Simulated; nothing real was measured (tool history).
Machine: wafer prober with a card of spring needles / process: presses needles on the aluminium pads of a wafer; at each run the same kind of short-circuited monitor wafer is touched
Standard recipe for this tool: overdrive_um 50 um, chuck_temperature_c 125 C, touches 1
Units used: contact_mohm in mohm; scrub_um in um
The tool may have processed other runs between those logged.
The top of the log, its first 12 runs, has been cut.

run   hour  overdrive_um  chuck_temperature_c  touches  contact_mohm  scrub_um
      73.1  -- tips cleaned on abrasive film
 13   74.3            40                  125        1           383      5.16
      78.9  -- tips cleaned on abrasive film
 14   78.9            40                  125        1           248      5.13
 15   83.6            40                  125        1           665      5.15
      84.6  -- tips cleaned on abrasive film
      90.2  -- tips cleaned on abrasive film
 16   91.2            50                  125        3           243      6.42
        96  -- tips cleaned on abrasive film
 17  100.2            50                  125        3           303      6.42
     101.9  -- tips cleaned on abrasive film
 18  105.4            50                   75        3           296      6.49
     107.5  -- tips cleaned on abrasive film
       113  -- tips cleaned on abrasive film
 19  113.7            50                   75        3           226      6.42
     118.5  -- tips cleaned on abrasive film
     121.1  -- height of the first contact set anew
 20  122.4            50                   75        3           281      6.68
       124  -- tips cleaned on abrasive film
     129.7  -- tips cleaned on abrasive film
 21  131.6            43                   49        1           406      5.75
       135  -- tips cleaned on abrasive film
 22  135.9            43                   49        1           307      5.71
     140.3  -- tips cleaned on abrasive film
 23  140.3            56                   30        1           202      7.42
 24    145            56                   30        1           429      7.41
       146  -- tips cleaned on abrasive film
     151.5  -- tips cleaned on abrasive film
 25    154            50                   37        1           398      6.69
     157.1  -- tips cleaned on abrasive film
 26  159.3            70                   25        1           274      9.24
     162.6  -- tips cleaned on abrasive film
 27  165.9            70                   25        1           323      9.26
     167.9  -- tips cleaned on abrasive film
     173.5  -- tips cleaned on abrasive film
 28  173.5            57                  125        1           232      7.51
     178.8  -- tips cleaned on abrasive film
 29  178.8            60                   26        1           207      7.88
     184.5  -- tips cleaned on abrasive film
 30  185.2            50                   36        1           287      6.58
     190.1  -- tips cleaned on abrasive film
 31  192.7            50                   36        1           405       6.5
     195.5  -- tips cleaned on abrasive film
 32  199.8            50                   36        1           497      6.54
     201.1  -- tips cleaned on abrasive film
     206.3  -- tips cleaned on abrasive film
 33  206.7            69                  125        2           219      9.07

Below are 4 alternative next runs, each starting from the tool's condition after run 33. Predict each:
  A  211.2            45                   38        1             ?         ?
  B  211.2            55                  125        1             ?         ?
  C  211.2            69                   45        2             ?         ?
  D  211.2            69                   36        2             ?         ?

run  contact_mohm  scrub_um
  A           619      5.83
  B           456      7.19
  C           289      9.06
  D           296      9.05
Had the tool no hidden state, the same runs would have come out as:
run  contact_mohm  scrub_um
  A           192      5.98
  B           206      7.35
  C           178      9.21
  D           182       9.2

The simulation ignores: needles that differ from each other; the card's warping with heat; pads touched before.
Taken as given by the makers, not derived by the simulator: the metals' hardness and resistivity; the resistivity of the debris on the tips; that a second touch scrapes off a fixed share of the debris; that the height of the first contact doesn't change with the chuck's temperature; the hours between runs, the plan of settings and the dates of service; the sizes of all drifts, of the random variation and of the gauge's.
